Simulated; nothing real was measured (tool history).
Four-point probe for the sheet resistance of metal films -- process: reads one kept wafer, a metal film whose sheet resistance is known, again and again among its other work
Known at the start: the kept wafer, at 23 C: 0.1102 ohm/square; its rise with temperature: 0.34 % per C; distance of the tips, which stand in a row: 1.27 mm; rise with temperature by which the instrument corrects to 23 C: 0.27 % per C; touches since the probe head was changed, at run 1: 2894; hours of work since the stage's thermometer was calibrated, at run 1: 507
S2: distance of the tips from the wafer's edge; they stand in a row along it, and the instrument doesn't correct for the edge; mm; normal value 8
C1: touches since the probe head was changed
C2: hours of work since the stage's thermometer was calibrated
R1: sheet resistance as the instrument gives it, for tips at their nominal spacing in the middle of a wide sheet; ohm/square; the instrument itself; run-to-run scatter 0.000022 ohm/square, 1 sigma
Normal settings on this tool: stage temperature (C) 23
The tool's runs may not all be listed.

Run 1, hour 0.0: usual settings; C1 2894; C2 507. Result: R1 0.111420 ohm/square.
Run 2, hour 87.3: usual settings; C1 4020; C2 544. Result: R1 0.111340 ohm/square.
Run 3, hour 139.9: usual settings but S2 18 mm; C1 4698; C2 566. Result: R1 0.110212 ohm/square.
Run 4, hour 210.6: usual settings but S2 18 mm; C1 5609; C2 596. Result: R1 0.110172 ohm/square.
Run 5, hour 329.9: usual settings but S2 18 mm; C1 7148; C2 647. Result: R1 0.110147 ohm/square.
Run 6, hour 395.6: usual settings but S2 18 mm; C1 7995; C2 674. Result: R1 0.110173 ohm/square.
Run 7, hour 483.8: usual settings; C1 9133; C2 712. Result: R1 0.111286 ohm/square.
Run 8, hour 573.5: usual settings but stage temperature (C) 24, S2 7 mm; C1 10290; C2 750. Result: R1 0.111831 ohm/square.
Run 9, hour 662.4: usual settings but stage temperature (C) 32, S2 4 mm; C1 11436; C2 787. Result: R1 0.116097 ohm/square.
Run 10, hour 749.8: usual settings but S2 31 mm; C1 12563; C2 824. Result: R1 0.109905 ohm/square.
Run 11, hour 805.6: usual settings but S2 31 mm; C1 13283; C2 848. Result: R1 0.109914 ohm/square.
Run 12, hour 897.9: usual settings but S2 12 mm; C1 14473; C2 887. Result: R1 0.110441 ohm/square.
Run 13, hour 954.4: usual settings but S2 41 mm; C1 15202; C2 911. Result: R1 0.109879 ohm/square.
Run 14, hour 1059.0: usual settings but stage temperature (C) 28, S2 7 mm; C1 16550; C2 955. Result: R1 0.112090 ohm/square.

Branching from run 14: 5 alternative next runs. What would each branch give?
Run A, hour 1130.4: usual settings but stage temperature (C) 31, S2 37 mm; C1 17472; C2 985. Result: R1 ?.
Run B, hour 1130.4: usual settings but stage temperature (C) 32, S2 67 mm; C1 17472; C2 985. Result: R1 ?.
Run C, hour 1130.4: usual settings but stage temperature (C) 24, S2 7 mm; C1 17472; C2 985. Result: R1 ?.
Run D, hour 1130.4: usual settings but stage temperature (C) 20, S2 7 mm; C1 17472; C2 985. Result: R1 ?.
Run E, hour 1130.4: usual settings but stage temperature (C) 30, S2 6 mm; C1 17472; C2 985. Result: R1 ?.

run        R1
  A  0.110409
  B  0.110409
  C  0.111747
  D  0.111452
  E  0.112864
Without the tool's hidden state the same runs would have given:
run        R1
  A  0.110836
  B  0.110835
  C  0.112180
  D  0.111886
  E  0.113300

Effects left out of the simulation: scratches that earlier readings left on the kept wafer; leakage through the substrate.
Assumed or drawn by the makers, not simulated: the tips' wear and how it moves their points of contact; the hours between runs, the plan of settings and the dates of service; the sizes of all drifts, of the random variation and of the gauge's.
